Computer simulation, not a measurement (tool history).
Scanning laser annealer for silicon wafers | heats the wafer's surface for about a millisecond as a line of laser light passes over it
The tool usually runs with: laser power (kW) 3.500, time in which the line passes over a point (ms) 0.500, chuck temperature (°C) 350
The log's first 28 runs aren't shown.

run    hour  laser power (kW)  time in which the line passes over a point (ms)  chuck temperature (°C)  highest temperature of the surface (°C)
 29   759.2             3.010                                            0.500                     350                                      962
 30   782.6             3.500                                            0.589                     350                                     1127
 31   804.0             3.730                                            0.513                     353                                     1137
 32   829.9             3.730                                            0.513                     353                                     1133
 33   858.5             3.500                                            0.425                     378                                     1048
 34   873.8             3.665                                            0.612                     348                                     1176
 35   897.2             3.500                                            0.395                     333                                      978
 36   915.6             3.304                                            0.519                     385                                     1071
 37   951.4             3.304                                            0.519                     385                                     1069
 38   967.8             3.304                                            0.519                     385                                     1068
 39   999.7             3.777                                            0.405                     312                                     1020
 40  1034.7             3.242                                            0.500                     350                                     1007

Each row is a separate what-if for the run after 40, all from the same tool condition, not one after another. Results?
  A  1063.4             3.183                                            0.500                     350                                        ?
  B  1063.4             3.714                                            0.391                     376                                        ?
  C  1063.4             3.242                                            0.353                     339                                        ?
  D  1063.4             3.400                                            0.582                     371                                        ?

run  highest temperature of the surface (°C)
  A                                      990
  B                                     1059
  C                                      898
  D                                     1107
Without the tool's unlogged condition, the same runs would have read:
run  highest temperature of the surface (°C)
  A                                     1024
  B                                     1095
  C                                      928
  D                                     1146

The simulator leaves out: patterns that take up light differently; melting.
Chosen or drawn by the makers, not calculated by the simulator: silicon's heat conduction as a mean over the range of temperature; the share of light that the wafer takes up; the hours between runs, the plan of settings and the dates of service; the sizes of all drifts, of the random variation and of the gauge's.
